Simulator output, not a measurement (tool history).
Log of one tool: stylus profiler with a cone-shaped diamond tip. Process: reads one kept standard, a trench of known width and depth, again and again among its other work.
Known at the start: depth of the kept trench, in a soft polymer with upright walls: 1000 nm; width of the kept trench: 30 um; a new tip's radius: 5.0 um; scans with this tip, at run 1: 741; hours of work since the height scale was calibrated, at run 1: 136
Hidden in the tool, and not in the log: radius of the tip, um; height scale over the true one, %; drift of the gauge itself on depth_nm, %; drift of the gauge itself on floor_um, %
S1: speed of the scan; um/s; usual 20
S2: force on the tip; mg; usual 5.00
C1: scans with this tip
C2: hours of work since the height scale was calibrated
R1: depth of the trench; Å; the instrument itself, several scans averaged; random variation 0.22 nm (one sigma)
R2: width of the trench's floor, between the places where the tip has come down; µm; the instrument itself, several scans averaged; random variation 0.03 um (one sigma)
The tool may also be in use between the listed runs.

run	hour	S1	S2	C1	C2	R1	R2
1	0.0	20	5.00	741	136	10275.8	23.66
2	35.0	20	5.00	850	155	10273.2	23.65
3	61.4	20	5.00	933	171	10275.8	23.67
4	81.0	20	5.00	994	182	10276.1	23.63
5	118.1	20	5.00	1110	203	10269.8	23.63
6	145.3	20	5.00	1195	218	10276.8	23.55
7	178.7	66	5.00	1299	237	10272.8	23.40
8	221.4	66	5.00	1432	262	10269.5	23.33
9	249.0	66	5.00	1518	278	10274.5	23.32
10	272.4	66	5.00	1591	291	10273.5	23.27
11	316.2	66	5.00	1728	316	10274.7	23.21
12	339.0	20	5.89	1799	329	10304.0	23.30
13	375.6	20	5.89	1914	350	10305.0	23.24
14	412.7	20	2.99	2030	371	10198.6	23.19
15	438.9	20	5.00	2111	386	10276.6	23.22
16	482.6	20	5.00	2248	411	10282.2	23.15
17	515.4	20	6.81	2350	430	10340.5	23.13
18	544.2	11	5.00	2440	446	10277.2	23.08
19	565.7	11	5.00	2507	458	10281.0	23.10
20	589.1	11	5.00	2580	472	10281.0	23.07
21	619.5	11	5.00	2675	489	10280.4	23.02
22	660.5	11	5.00	2803	512	10281.9	22.96
23	706.1	19	5.00	2946	538	10283.3	22.89
24	733.7	12	8.43	3032	554	10390.8	22.89
25	757.1	7	9.95	3105	567	10437.0	22.89
26	798.7	12	4.60	3234	591	10266.1	22.78
27	828.3	72	9.82	3327	608	10430.0	22.73
28	851.1	8	1.76	3398	621	10148.7	22.78
29	896.5	6	6.40	3540	647	10329.8	22.71
30	926.8	6	6.40	3635	664	10330.6	22.68
31	965.3	63	13.57	3755	686	10534.1	22.53
32	999.5	24	5.00	3862	706	10284.8	22.53
33	1033.0	73	13.27	3966	725	10527.0	22.53
34	1075.1	11	12.63	4098	749	10510.1	22.53
35	1121.3	11	2.97	4242	775	10208.0	22.50
36	1168.0	11	2.97	4388	802	10206.6	22.44
37	1192.9	16	3.17	4465	816	10212.3	22.41
38	1236.0	46	4.70	4600	841	10276.6	22.28
39	1282.4	46	4.70	4745	867	10274.0	22.24
40	1306.1	38	12.74	4818	881	10516.6	22.25
41	1334.1	18	5.00	4906	897	10289.5	22.24
42	1369.0	18	5.00	5015	917	10288.9	22.21
43	1395.6	18	5.00	5098	932	10286.8	22.17
44	1440.6	6	2.65	5239	957	10198.5	22.16

Forecast run 45:
45	1480.9	34	9.60	5364	980	?	?

{"run 45": {"R1": 10431.8, "R2": 22.06}}
Without the tool's hidden state the same run would have given R1 10407.5 Å, R2 23.95 µm.

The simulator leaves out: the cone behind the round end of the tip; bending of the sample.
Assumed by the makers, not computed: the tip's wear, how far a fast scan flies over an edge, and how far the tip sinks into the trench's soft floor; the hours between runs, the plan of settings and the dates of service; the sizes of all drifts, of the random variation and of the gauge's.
